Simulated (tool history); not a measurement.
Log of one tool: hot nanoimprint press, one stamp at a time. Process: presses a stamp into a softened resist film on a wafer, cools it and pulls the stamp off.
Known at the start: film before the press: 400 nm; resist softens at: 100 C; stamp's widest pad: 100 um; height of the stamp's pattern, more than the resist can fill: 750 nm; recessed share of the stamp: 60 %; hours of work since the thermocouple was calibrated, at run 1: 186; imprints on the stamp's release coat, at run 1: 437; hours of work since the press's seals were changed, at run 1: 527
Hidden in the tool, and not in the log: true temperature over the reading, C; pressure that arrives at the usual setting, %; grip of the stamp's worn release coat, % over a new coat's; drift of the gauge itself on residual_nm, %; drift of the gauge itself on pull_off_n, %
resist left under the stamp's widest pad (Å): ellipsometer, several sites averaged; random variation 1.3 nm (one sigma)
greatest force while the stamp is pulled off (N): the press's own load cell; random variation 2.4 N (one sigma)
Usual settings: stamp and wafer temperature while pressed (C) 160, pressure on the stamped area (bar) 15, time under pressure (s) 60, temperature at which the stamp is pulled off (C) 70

run    hour  stamp and wafer temperature while pressed (C)  pressure on the stamped area (bar)  time under pressure (s)  temperature at which the stamp is pulled off (C)  hours of work since the thermocouple was calibrated  imprints on the stamp's release coat  hours of work since the press's seals were changed  resist left under the stamp's widest pad (Å)  greatest force while the stamp is pulled off (N)
  1       0                                            160                                  15                       60                                                70                                                  186                                   437                                                 527                                          2412                                               127
  2    75.3                                            160                                  15                       60                                                71                                                  243                                   679                                                 584                                          2434                                               128
  3   129.1                                            160                                  15                       60                                                71                                                  284                                   852                                                 625                                          2436                                               134
  4   204.9                                            160                                  15                       60                                                71                                                  342                                  1096                                                 682                                          2489                                               143
  5   244.3                                            160                                  15                       60                                                71                                                  372                                  1222                                                 712                                          2493                                               148
  6   284.8                                            160                                  15                       60                                                70                                                  403                                  1353                                                 743                                          2494                                               151
      373.5  -- stamp cleaned and given a new release coat
  7   375.3                                            160                                  15                       60                                                70                                                  467                                     5                                                 807                                          2537                                               115
      408.8  -- plate thermocouple calibrated
  8   437.4                                            160                                16.9                       60                                                70                                                   22                                   195                                                 852                                          2488                                               120
  9   533.8                                            160                                  15                       60                                                70                                                   95                                   505                                                 926                                          2678                                               131
      560.9  -- press's hydraulic seals changed and the load cell set to zero
 10   610.7                                            160                                  15                       60                                                70                                                  147                                   727                                                  38                                          2605                                               138
 11   690.8                                            160                                  15                       60                                                70                                                  208                                   985                                                  99                                          2623                                               144
 12   787.3                                            160                                  15                       60                                                70                                                  282                                  1295                                                 172                                          2690                                               151
 13   843.8                                            160                                16.7                       60                                                70                                                  325                                  1477                                                 215                                          2571                                               160
      893.3  -- stamp cleaned and given a new release coat
 14   914.2                                            160                                16.7                       60                                                70                                                  374                                    67                                                 264                                          2587                                               126
      923.7  -- plate thermocouple calibrated, once more
 15   960.6                                            160                                16.7                       60                                                70                                                   28                                   207                                                 297                                          2145                                               112
 16  1012.9                                            160                                16.7                       60                                                70                                                   68                                   375                                                 337                                          2188                                               120
 17  1098.7                                            160                                16.7                       60                                                70                                                  133                                   651                                                 402                                          2209                                               128
 18  1177.9                                            160                                 9.8                       60                                                70                                                  193                                   906                                                 462                                          2874                                               137
 19  1258.6                                            160                                10.5                       60                                                57                                                  255                                  1165                                                 524                                          2813                                               173
 20  1327.3                                            154                                12.4                      101                                                57                                                  307                                  1386                                                 576                                          2833                                               167
     1410.1  -- stamp cleaned and given a new release coat
 21  1424.1                                            154                                12.4                      101                                                57                                                  376                                    45                                                 645                                          2893                                               133
 22  1463.6                                            158                                20.2                       43                                                55                                                  406                                   172                                                 675                                          2508                                               139
 23  1559.5                                            158                                20.2                       43                                                55                                                  479                                   480                                                 748                                          2562                                               149
     1577.1  -- plate thermocouple calibrated
 24  1603.8                                            160                                  15                       60                                                60                                                   20                                   613                                                 779                                          2279                                               146
 25  1691.3                                            170                                15.3                       84                                                74                                                   87                                   895                                                 846                                          1373                                               125
 26  1782.4                                            160                                  15                       54                                                70                                                  156                                  1188                                                 915                                          2402                                               145
     1828.3  -- press's hydraulic seals changed and the load cell set to zero
 27  1850.5                                            160                                  15                      101                                                70                                                  202                                  1381                                                  17                                          1994                                               149
 28    1906                                            160                                19.9                       41                                                70                                                  244                                  1560                                                  59                                          2265                                               150
       1932  -- stamp cleaned and given a new release coat
 29  1977.2                                            160                                19.9                      117                                                70                                                  294                                   145                                                 109                                          1678                                               118

Forecast each of these 3 alternatives for the next run:
  A  2070.4                                            153                                17.8                       72                                                70                                                  364                                   445                                                 180                                             ?                                                 ?
  B  2070.4                                            160                                12.2                       60                                                70                                                  364                                   445                                                 180                                             ?                                                 ?
  C  2070.4                                            160                                 9.6                       60                                                70                                                  364                                   445                                                 180                                             ?                                                 ?

run  resist left under the stamp's widest pad (Å)  greatest force while the stamp is pulled off (N)
  A                                          2768                                               126
  B                                          2635                                               128
  C                                          2931                                               122
Without the tool's hidden state the same runs would have given:
run  resist left under the stamp's widest pad (Å)  greatest force while the stamp is pulled off (N)
  A                                          2624                                               114
  B                                          2508                                               115
  C                                          2811                                               110
